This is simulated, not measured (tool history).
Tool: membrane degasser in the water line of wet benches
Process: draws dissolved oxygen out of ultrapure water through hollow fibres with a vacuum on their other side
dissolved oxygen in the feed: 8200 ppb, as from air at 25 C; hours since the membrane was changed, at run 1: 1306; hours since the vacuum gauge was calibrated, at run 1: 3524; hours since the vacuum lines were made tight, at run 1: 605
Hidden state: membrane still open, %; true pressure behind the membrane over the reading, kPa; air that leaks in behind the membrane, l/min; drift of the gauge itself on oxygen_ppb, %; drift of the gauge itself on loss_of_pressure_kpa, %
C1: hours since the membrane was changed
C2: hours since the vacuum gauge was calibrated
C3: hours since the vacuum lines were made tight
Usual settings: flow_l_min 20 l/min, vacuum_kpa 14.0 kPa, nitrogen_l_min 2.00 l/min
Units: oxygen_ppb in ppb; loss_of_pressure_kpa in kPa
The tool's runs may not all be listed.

Run 1, hour 0.0: usual settings; C1 1306; C2 3524; C3 605. Result: oxygen_ppb 314.9 ppb, loss_of_pressure_kpa 61.49 kPa.
Run 2, hour 54.9: usual settings; C1 1361; C2 3579; C3 660. Result: oxygen_ppb 314.2 ppb, loss_of_pressure_kpa 61.38 kPa.
Run 3, hour 108.9: usual settings but vacuum_kpa 12.7 kPa; C1 1415; C2 3633; C3 714. Result: oxygen_ppb 284.9 ppb, loss_of_pressure_kpa 60.99 kPa.
Run 4, hour 157.0: usual settings but flow_l_min 16 l/min; C1 1463; C2 3681; C3 762. Result: oxygen_ppb 234.2 ppb, loss_of_pressure_kpa 48.35 kPa.
Run 5, hour 209.2: usual settings but flow_l_min 16 l/min; C1 1516; C2 3733; C3 814. Result: oxygen_ppb 231.6 ppb, loss_of_pressure_kpa 48.63 kPa.
Run 6, hour 273.6: usual settings but flow_l_min 16 l/min; C1 1580; C2 3798; C3 879. Result: oxygen_ppb 232.0 ppb, loss_of_pressure_kpa 48.79 kPa.
Run 7, hour 369.0: usual settings but flow_l_min 16 l/min; C1 1675; C2 3893; C3 974. Result: oxygen_ppb 235.6 ppb, loss_of_pressure_kpa 48.92 kPa.
Run 8, hour 478.7: usual settings but flow_l_min 16 l/min; C1 1785; C2 4003; C3 1084. Result: oxygen_ppb 232.9 ppb, loss_of_pressure_kpa 48.93 kPa.
Run 9, hour 581.2: usual settings; C1 1888; C2 4105; C3 1186. Result: oxygen_ppb 318.5 ppb, loss_of_pressure_kpa 61.19 kPa.
Run 10, hour 630.3: usual settings; C1 1937; C2 4154; C3 1235. Result: oxygen_ppb 315.2 ppb, loss_of_pressure_kpa 61.23 kPa.
Run 11, hour 724.5: usual settings; C1 2031; C2 4248; C3 1330. Result: oxygen_ppb 318.7 ppb, loss_of_pressure_kpa 61.87 kPa.
Run 12, hour 799.1: usual settings but nitrogen_l_min 1.64 l/min; C1 2105; C2 4323; C3 1404. Result: oxygen_ppb 360.2 ppb, loss_of_pressure_kpa 61.25 kPa.
Run 13, hour 850.6: usual settings but nitrogen_l_min 1.64 l/min; C1 2157; C2 4374; C3 1456. Result: oxygen_ppb 368.6 ppb, loss_of_pressure_kpa 61.30 kPa.
Run 14, hour 921.7: usual settings but nitrogen_l_min 1.64 l/min; C1 2228; C2 4446; C3 1527. Result: oxygen_ppb 370.0 ppb, loss_of_pressure_kpa 61.48 kPa.
Run 15, hour 1029.3: usual settings but flow_l_min 23 l/min, vacuum_kpa 28.8 kPa, nitrogen_l_min 0.89 l/min; C1 2336; C2 4553; C3 1634. Result: oxygen_ppb 1341.8 ppb, loss_of_pressure_kpa 70.69 kPa.
Run 16, hour 1116.9: usual settings but flow_l_min 23 l/min, vacuum_kpa 28.8 kPa, nitrogen_l_min 0.89 l/min; C1 2423; C2 4641; C3 1722. Result: oxygen_ppb 1331.8 ppb, loss_of_pressure_kpa 71.35 kPa.
At hour 1127.7: vacuum gauge calibrated.
Run 17, hour 1168.7: usual settings but flow_l_min 18 l/min, vacuum_kpa 10.6 kPa, nitrogen_l_min 2.98 l/min; C1 2475; C2 41; C3 1773. Result: oxygen_ppb 158.3 ppb, loss_of_pressure_kpa 55.26 kPa.
Run 18, hour 1249.4: usual settings but flow_l_min 25 l/min, vacuum_kpa 10.0 kPa; C1 2555; C2 122; C3 1854. Result: oxygen_ppb 329.6 ppb, loss_of_pressure_kpa 77.28 kPa.
Run 19, hour 1313.4: usual settings but flow_l_min 32 l/min, vacuum_kpa 10.0 kPa; C1 2619; C2 186; C3 1918. Result: oxygen_ppb 504.1 ppb, loss_of_pressure_kpa 98.70 kPa.
At hour 1362.0: vacuum gauge calibrated, once more.
Run 20, hour 1372.1: usual settings but flow_l_min 21 l/min, vacuum_kpa 10.0 kPa; C1 2677; C2 10; C3 1976. Result: oxygen_ppb 245.3 ppb, loss_of_pressure_kpa 64.81 kPa.
Run 21, hour 1424.9: usual settings but flow_l_min 13 l/min, vacuum_kpa 25.6 kPa; C1 2730; C2 63; C3 2029. Result: oxygen_ppb 357.5 ppb, loss_of_pressure_kpa 40.39 kPa.
Run 22, hour 1535.0: usual settings but flow_l_min 26 l/min, vacuum_kpa 23.7 kPa, nitrogen_l_min 1.73 l/min; C1 2840; C2 173; C3 2139. Result: oxygen_ppb 795.7 ppb, loss_of_pressure_kpa 80.44 kPa.
Run 23, hour 1625.2: usual settings but flow_l_min 26 l/min, vacuum_kpa 23.7 kPa, nitrogen_l_min 1.73 l/min; C1 2931; C2 263; C3 2229. Result: oxygen_ppb 794.6 ppb, loss_of_pressure_kpa 80.05 kPa.
Run 24, hour 1709.6: usual settings but flow_l_min 26 l/min, vacuum_kpa 23.7 kPa, nitrogen_l_min 1.73 l/min; C1 3015; C2 348; C3 2314. Result: oxygen_ppb 796.2 ppb, loss_of_pressure_kpa 80.38 kPa.
Run 25, hour 1796.4: usual settings but flow_l_min 23 l/min, nitrogen_l_min 3.19 l/min; C1 3102; C2 434; C3 2401. Result: oxygen_ppb 292.2 ppb, loss_of_pressure_kpa 70.98 kPa.
Run 26, hour 1890.9: usual settings but flow_l_min 23 l/min, nitrogen_l_min 3.19 l/min; C1 3196; C2 529; C3 2495. Result: oxygen_ppb 291.6 ppb, loss_of_pressure_kpa 70.73 kPa.
Run 27, hour 1942.1: usual settings but flow_l_min 23 l/min, vacuum_kpa 18.6 kPa; C1 3247; C2 580; C3 2546. Result: oxygen_ppb 504.5 ppb, loss_of_pressure_kpa 70.98 kPa.
Run 28, hour 2029.8: usual settings but flow_l_min 23 l/min, vacuum_kpa 18.6 kPa; C1 3335; C2 668; C3 2634. Result: oxygen_ppb 492.9 ppb, loss_of_pressure_kpa 71.26 kPa.

How the hidden state differs across the entries between the runs, from the last listed run before each to the first after it:
Between runs 16 and 17: vacuum gauge calibrated (hour 1127.7)
  true pressure behind the membrane over the reading, kPa: 0.06 -> 0.08; air that leaks in behind the membrane, l/min: 0.0071 -> 0.0072
  measured less the result without the state, oxygen_ppb: +11.3 -> +5.3 ppb; loss_of_pressure_kpa: +0.97 -> +0.77 kPa
Between runs 19 and 20: vacuum gauge calibrated, once more (hour 1362.0)
  true pressure behind the membrane over the reading, kPa: 0.08 -> -0.01; air that leaks in behind the membrane, l/min: 0.0075 -> 0.0076
  measured less the result without the state, oxygen_ppb: +16.1 -> +6.1 ppb; loss_of_pressure_kpa: +1.44 -> +0.96 kPa
